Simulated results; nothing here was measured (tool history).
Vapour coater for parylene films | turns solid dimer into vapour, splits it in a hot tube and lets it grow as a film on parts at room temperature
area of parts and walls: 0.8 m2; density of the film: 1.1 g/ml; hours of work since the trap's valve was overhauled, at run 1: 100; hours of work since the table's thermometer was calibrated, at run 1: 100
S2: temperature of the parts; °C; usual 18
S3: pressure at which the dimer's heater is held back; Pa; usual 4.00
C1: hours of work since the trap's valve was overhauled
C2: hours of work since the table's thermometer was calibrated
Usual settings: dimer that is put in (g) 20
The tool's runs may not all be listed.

{"run": 1, "hour": 0.0, "dimer that is put in (g)": 20, "S2": 18, "S3": 4.0, "C1": 100, "C2": 100, "thickness of the film (µm)": 16.69}
{"run": 2, "hour": 50.3, "dimer that is put in (g)": 20, "S2": 18, "S3": 4.0, "C1": 140, "C2": 140, "thickness of the film (µm)": 16.47}
{"run": 3, "hour": 81.4, "dimer that is put in (g)": 14, "S2": 18, "S3": 4.0, "C1": 164, "C2": 164, "thickness of the film (µm)": 11.7}
{"run": 4, "hour": 120.7, "dimer that is put in (g)": 14, "S2": 18, "S3": 4.0, "C1": 195, "C2": 195, "thickness of the film (µm)": 11.42}
{"run": 5, "hour": 166.3, "dimer that is put in (g)": 14, "S2": 18, "S3": 4.0, "C1": 231, "C2": 231, "thickness of the film (µm)": 11.45}
{"run": 6, "hour": 199.4, "dimer that is put in (g)": 14, "S2": 18, "S3": 4.0, "C1": 258, "C2": 258, "thickness of the film (µm)": 11.48}
{"run": 7, "hour": 240.7, "dimer that is put in (g)": 14, "S2": 18, "S3": 4.0, "C1": 290, "C2": 290, "thickness of the film (µm)": 11.23}
{"run": 8, "hour": 276.0, "dimer that is put in (g)": 20, "S2": 18, "S3": 4.0, "C1": 318, "C2": 318, "thickness of the film (µm)": 15.92}
{"run": 9, "hour": 317.0, "dimer that is put in (g)": 20, "S2": 18, "S3": 4.0, "C1": 351, "C2": 351, "thickness of the film (µm)": 16.04}
{"run": 10, "hour": 344.7, "dimer that is put in (g)": 20, "S2": 18, "S3": 4.0, "C1": 373, "C2": 373, "thickness of the film (µm)": 15.72}
{"hour": 351.8, "done": "trap's valve overhauled"}
{"run": 11, "hour": 405.3, "dimer that is put in (g)": 29, "S2": 18, "S3": 9.85, "C1": 42, "C2": 418, "thickness of the film (µm)": 18.58}
{"run": 12, "hour": 440.8, "dimer that is put in (g)": 29, "S2": 18, "S3": 9.85, "C1": 71, "C2": 446, "thickness of the film (µm)": 18.78}
{"hour": 476.9, "done": "trap's valve overhauled, once more"}
{"run": 13, "hour": 502.6, "dimer that is put in (g)": 14, "S2": 23, "S3": 9.2, "C1": 20, "C2": 492, "thickness of the film (µm)": 8.44}
{"run": 14, "hour": 531.0, "dimer that is put in (g)": 20, "S2": 18, "S3": 9.74, "C1": 43, "C2": 514, "thickness of the film (µm)": 14.38}
{"run": 15, "hour": 558.9, "dimer that is put in (g)": 22, "S2": 18, "S3": 10.52, "C1": 65, "C2": 536, "thickness of the film (µm)": 15.58}
{"run": 16, "hour": 590.1, "dimer that is put in (g)": 22, "S2": 18, "S3": 10.52, "C1": 90, "C2": 561, "thickness of the film (µm)": 15.28}
{"run": 17, "hour": 624.3, "dimer that is put in (g)": 22, "S2": 18, "S3": 10.52, "C1": 117, "C2": 588, "thickness of the film (µm)": 15.45}
{"run": 18, "hour": 653.9, "dimer that is put in (g)": 11, "S2": 25, "S3": 3.24, "C1": 140, "C2": 611, "thickness of the film (µm)": 7.31}
{"run": 19, "hour": 706.4, "dimer that is put in (g)": 11, "S2": 25, "S3": 3.24, "C1": 182, "C2": 653, "thickness of the film (µm)": 7.28}
{"run": 20, "hour": 751.4, "dimer that is put in (g)": 36, "S2": 25, "S3": 3.24, "C1": 217, "C2": 689, "thickness of the film (µm)": 23.74}

4 ways to go on from here, each from the tool as it stands after run 20. What would each give?
{"run": "A", "hour": 805.8, "dimer that is put in (g)": 36, "S2": 13, "S3": 3.24, "C1": 261, "C2": 732, "thickness of the film (µm)": "?"}
{"run": "B", "hour": 805.8, "dimer that is put in (g)": 11, "S2": 18, "S3": 3.77, "C1": 261, "C2": 732, "thickness of the film (µm)": "?"}
{"run": "C", "hour": 805.8, "dimer that is put in (g)": 13, "S2": 25, "S3": 2.49, "C1": 261, "C2": 732, "thickness of the film (µm)": "?"}
{"run": "D", "hour": 805.8, "dimer that is put in (g)": 17, "S2": 11, "S3": 11.74, "C1": 261, "C2": 732, "thickness of the film (µm)": "?"}

run=A thickness_of_the_film_(µm)=37.31
run=B thickness_of_the_film_(µm)=8.96
run=C thickness_of_the_film_(µm)=8.82
run=D thickness_of_the_film_(µm)=14.84
Without the tool's hidden state the same runs would have given:
run=A thickness_of_the_film_(µm)=38.95
run=B thickness_of_the_film_(µm)=9.35
run=C thickness_of_the_film_(µm)=9.20
run=D thickness_of_the_film_(µm)=15.49

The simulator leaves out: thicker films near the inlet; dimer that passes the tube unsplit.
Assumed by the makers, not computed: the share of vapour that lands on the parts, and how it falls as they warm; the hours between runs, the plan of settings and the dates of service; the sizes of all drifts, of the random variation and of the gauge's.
